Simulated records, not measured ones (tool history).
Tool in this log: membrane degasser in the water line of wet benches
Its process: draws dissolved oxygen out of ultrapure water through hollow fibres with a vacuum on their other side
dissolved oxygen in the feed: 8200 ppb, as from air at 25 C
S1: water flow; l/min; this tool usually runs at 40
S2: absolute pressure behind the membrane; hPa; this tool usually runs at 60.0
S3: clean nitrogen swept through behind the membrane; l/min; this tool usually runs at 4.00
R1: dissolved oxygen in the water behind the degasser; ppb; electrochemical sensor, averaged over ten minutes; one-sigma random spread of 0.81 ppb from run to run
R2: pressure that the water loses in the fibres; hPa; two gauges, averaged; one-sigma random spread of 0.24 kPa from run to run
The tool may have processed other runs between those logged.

{"run": 1, "day": 0.0, "S1": 40, "S2": 60.0, "S3": 4.0, "R1": 86.0, "R2": 633.9}
{"run": 2, "day": 1.567, "S1": 34, "S2": 60.0, "S3": 4.0, "R1": 69.4, "R2": 540.6}
{"run": 3, "day": 3.117, "S1": 40, "S2": 60.0, "S3": 4.0, "R1": 84.4, "R2": 638.0}
{"run": 4, "day": 5.233, "S1": 40, "S2": 60.0, "S3": 2.37, "R1": 131.6, "R2": 636.1}
{"run": 5, "day": 7.212, "S1": 40, "S2": 60.0, "S3": 2.37, "R1": 128.7, "R2": 639.0}
{"run": 6, "day": 9.467, "S1": 40, "S2": 60.0, "S3": 2.37, "R1": 129.4, "R2": 639.5}
{"run": 7, "day": 10.971, "S1": 40, "S2": 60.0, "S3": 4.0, "R1": 86.3, "R2": 638.0}
{"run": 8, "day": 12.204, "S1": 40, "S2": 60.0, "S3": 4.0, "R1": 85.6, "R2": 639.6}
{"run": 9, "day": 14.2, "S1": 40, "S2": 60.0, "S3": 4.15, "R1": 82.3, "R2": 638.8}
{"run": 10, "day": 17.008, "S1": 40, "S2": 73.0, "S3": 4.0, "R1": 114.8, "R2": 644.1}
{"run": 11, "day": 19.742, "S1": 40, "S2": 73.0, "S3": 4.0, "R1": 117.4, "R2": 641.1}
{"run": 12, "day": 21.033, "S1": 40, "S2": 73.0, "S3": 4.0, "R1": 116.0, "R2": 640.3}
{"run": 13, "day": 22.758, "S1": 40, "S2": 73.0, "S3": 4.0, "R1": 116.6, "R2": 640.9}
{"run": 14, "day": 24.371, "S1": 40, "S2": 60.0, "S3": 4.0, "R1": 87.1, "R2": 639.2}
{"run": 15, "day": 26.5, "S1": 40, "S2": 60.0, "S3": 4.0, "R1": 87.0, "R2": 645.0}
{"run": 16, "day": 28.096, "S1": 40, "S2": 135.5, "S3": 4.0, "R1": 257.4, "R2": 639.7}
{"run": 17, "day": 29.392, "S1": 40, "S2": 135.5, "S3": 4.0, "R1": 265.6, "R2": 642.9}
{"run": 18, "day": 31.333, "S1": 40, "S2": 137.4, "S3": 9.4, "R1": 123.5, "R2": 638.3}
{"run": 19, "day": 33.308, "S1": 40, "S2": 137.4, "S3": 9.4, "R1": 124.4, "R2": 642.8}
{"run": 20, "day": 35.471, "S1": 40, "S2": 137.4, "S3": 5.84, "R1": 187.3, "R2": 639.6}
{"run": 21, "day": 37.083, "S1": 36, "S2": 60.0, "S3": 4.0, "R1": 76.8, "R2": 574.1}
{"run": 22, "day": 38.846, "S1": 49, "S2": 60.0, "S3": 6.53, "R1": 83.9, "R2": 784.3}
{"run": 23, "day": 40.008, "S1": 50, "S2": 120.5, "S3": 2.6, "R1": 410.5, "R2": 799.8}
{"run": 24, "day": 41.867, "S1": 50, "S2": 120.5, "S3": 2.6, "R1": 407.5, "R2": 799.9}
{"run": 25, "day": 44.458, "S1": 40, "S2": 59.1, "S3": 4.0, "R1": 85.4, "R2": 643.1}
{"run": 26, "day": 47.221, "S1": 52, "S2": 60.0, "S3": 2.53, "R1": 177.9, "R2": 835.4}
{"run": 27, "day": 48.379, "S1": 52, "S2": 60.0, "S3": 2.53, "R1": 175.4, "R2": 836.3}
{"run": 28, "day": 50.275, "S1": 52, "S2": 60.0, "S3": 2.53, "R1": 177.1, "R2": 831.2}
{"run": 29, "day": 52.821, "S1": 33, "S2": 60.0, "S3": 1.69, "R1": 145.5, "R2": 531.1}
{"run": 30, "day": 54.729, "S1": 48, "S2": 60.0, "S3": 6.51, "R1": 81.5, "R2": 770.4}
{"run": 31, "day": 56.871, "S1": 40, "S2": 140.7, "S3": 8.67, "R1": 137.1, "R2": 643.0}

Branching from run 31: 4 alternative next runs. What would each branch give?
{"run": "A", "day": 59.267, "S1": 40, "S2": 38.0, "S3": 4.0, "R1": "?", "R2": "?"}
{"run": "B", "day": 59.267, "S1": 40, "S2": 140.7, "S3": 5.94, "R1": "?", "R2": "?"}
{"run": "C", "day": 59.267, "S1": 36, "S2": 149.4, "S3": 9.2, "R1": "?", "R2": "?"}
{"run": "D", "day": 59.267, "S1": 24, "S2": 60.0, "S3": 4.0, "R1": "?", "R2": "?"}

run=A R1=37.3 R2=641.6
run=B R1=194.1 R2=644.2
run=C R1=123.5 R2=578.7
run=D R1=50.1 R2=386.1
Without the tool's hidden state the same runs would have given:
run=A R1=23.6 R2=629.1
run=B R1=183.8 R2=631.6
run=C R1=117.1 R2=567.4
run=D R1=42.0 R2=378.5
